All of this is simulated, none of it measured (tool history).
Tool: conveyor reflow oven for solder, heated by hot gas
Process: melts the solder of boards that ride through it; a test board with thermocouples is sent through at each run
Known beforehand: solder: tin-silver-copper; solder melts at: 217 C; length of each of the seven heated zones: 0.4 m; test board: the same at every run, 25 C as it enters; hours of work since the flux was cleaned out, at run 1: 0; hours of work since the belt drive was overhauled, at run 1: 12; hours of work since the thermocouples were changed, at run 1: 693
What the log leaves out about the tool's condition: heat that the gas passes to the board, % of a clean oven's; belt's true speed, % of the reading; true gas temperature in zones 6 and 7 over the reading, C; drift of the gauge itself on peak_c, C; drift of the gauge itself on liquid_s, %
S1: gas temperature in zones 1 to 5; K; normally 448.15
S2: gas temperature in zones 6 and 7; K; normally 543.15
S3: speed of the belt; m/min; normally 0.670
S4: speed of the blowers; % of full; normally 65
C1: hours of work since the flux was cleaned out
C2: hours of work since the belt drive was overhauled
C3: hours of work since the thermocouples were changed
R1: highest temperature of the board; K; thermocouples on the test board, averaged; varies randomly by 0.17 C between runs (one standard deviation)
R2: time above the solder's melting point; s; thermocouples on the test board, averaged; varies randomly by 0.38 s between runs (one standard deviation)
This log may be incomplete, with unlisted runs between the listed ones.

| run | day | S1 | S2 | S3 | S4 | C1 | C2 | C3 | R1 | R2 |
|---|---|---|---|---|---|---|---|---|---|---|
| 1 | 0.000 | 448.15 | 543.15 | 0.670 | 65 | 0 | 12 | 693 | 526.15 | 54.5 |
| 2 | 1.579 | 448.15 | 543.15 | 0.670 | 65 | 21 | 32 | 714 | 526.15 | 54.0 |
| 3 | 2.596 | 448.15 | 543.15 | 0.670 | 65 | 34 | 45 | 727 | 525.95 | 54.0 |
| 4 | 3.683 | 448.15 | 543.15 | 0.670 | 65 | 48 | 60 | 741 | 525.75 | 53.9 |
| 5 | 5.104 | 448.15 | 543.15 | 0.670 | 65 | 66 | 78 | 760 | 526.15 | 53.9 |
| 6 | 6.046 | 448.15 | 543.15 | 0.670 | 65 | 79 | 90 | 772 | 526.05 | 53.9 |
| 7 | 6.788 | 448.15 | 537.15 | 0.670 | 65 | 88 | 100 | 782 | 520.55 | 50.3 |
| 8 | 8.246 | 448.15 | 537.15 | 0.670 | 65 | 107 | 119 | 800 | 521.05 | 50.5 |
| 9 | 9.471 | 448.15 | 537.15 | 0.670 | 65 | 123 | 135 | 816 | 521.15 | 50.0 |
| 10 | 10.917 | 448.15 | 543.15 | 0.670 | 65 | 142 | 154 | 835 | 526.25 | 53.6 |
| 11 | 12.125 | 448.15 | 543.15 | 0.670 | 65 | 158 | 169 | 851 | 526.25 | 54.6 |
| 12 | 13.746 | 448.15 | 543.15 | 0.670 | 65 | 179 | 190 | 872 | 526.35 | 54.1 |
| 13 | 14.825 | 448.15 | 543.15 | 0.670 | 65 | 193 | 205 | 886 | 526.05 | 53.6 |
| 14 | 16.550 | 448.15 | 546.15 | 0.670 | 79 | 215 | 227 | 908 | 532.45 | 58.1 |

Estimate the outcome of run 15 from the log above:
| 15 | 17.350 | 461.15 | 546.15 | 0.605 | 79 | 226 | 237 | 919 | ? | ? |

{"run 15": {"R1": 536.85, "R2": 72.4}}
The same run, on a tool lacking any hidden state, would have yielded R1 536.75 K, R2 72.4 s.
